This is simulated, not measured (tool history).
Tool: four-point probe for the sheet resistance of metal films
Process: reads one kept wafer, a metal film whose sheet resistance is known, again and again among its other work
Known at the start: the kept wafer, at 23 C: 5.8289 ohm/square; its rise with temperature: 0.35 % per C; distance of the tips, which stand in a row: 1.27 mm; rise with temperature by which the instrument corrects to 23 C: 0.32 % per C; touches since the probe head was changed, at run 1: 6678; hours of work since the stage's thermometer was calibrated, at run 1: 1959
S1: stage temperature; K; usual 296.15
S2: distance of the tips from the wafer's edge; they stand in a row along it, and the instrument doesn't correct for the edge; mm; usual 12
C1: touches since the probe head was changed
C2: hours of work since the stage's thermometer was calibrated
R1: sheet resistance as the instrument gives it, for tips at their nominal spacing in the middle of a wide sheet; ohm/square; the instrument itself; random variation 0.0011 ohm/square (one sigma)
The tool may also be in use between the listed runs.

run   hour      S1  S2     C1    C2        R1
  1      0  296.15  12   6678  1959  5.819298
  2   10.4  296.15  12   6873  1965   5.81955
  3   28.1  296.15   3   7205  1976  6.291346
  4     38  299.15  12   7390  1982  5.825563
  5   53.4  299.15  12   7678  1992   5.82533
  6   65.5  299.15  12   7906  1999   5.82694
  7     83  299.15  12   8234  2010  5.825537
  8   98.3  299.15  12   8522  2020  5.826388
  9  106.7  299.15  12   8679  2025  5.824666
 10  120.6  299.15  12   8939  2033  5.824963
 11  134.3  299.15  25   9197  2042  5.796988
 12  148.9  299.15  25   9470  2051  5.797786
 13  160.7  303.15   9   9692  2058  5.858894
 14  171.9  301.15  15   9902  2065  5.816274
 15  187.8  297.15  28  10200  2075  5.793232
 16  200.2  291.15   7  10432  2082   5.87766
     202.9  -- stage's thermometer calibrated
 17  217.5  291.15   7  10747     9  5.891186
 18  233.5  301.15  11  11047    19  5.847653
 19  248.5  304.15  38  11329    28  5.815414
 20  260.4  297.15   8  11552    36  5.876256
 21  269.8  297.15   5  11730    41  5.996791
 22  285.6  295.15  67  12024    51  5.797071
 23  294.8  303.15  11  12198    57    5.8538

5 ways to go on from here, each from the tool as it stands after run 23. What would each give?
  A  309.8  296.15   5  12479  66   ?
  B  309.8  304.15  11  12479  66   ?
  C  309.8  298.15  12  12479  66   ?
  D  309.8  301.15  57  12479  66   ?
  E  309.8  302.15  39  12479  66   ?

run        R1
  A  5.991725
  B  5.853745
  C  5.837301
  D  5.807619
  E  5.812518
Without the tool's hidden state the same runs would have given:
run        R1
  A   6.02324
  B  5.884581
  C  5.868066
  D  5.838235
  E  5.843156
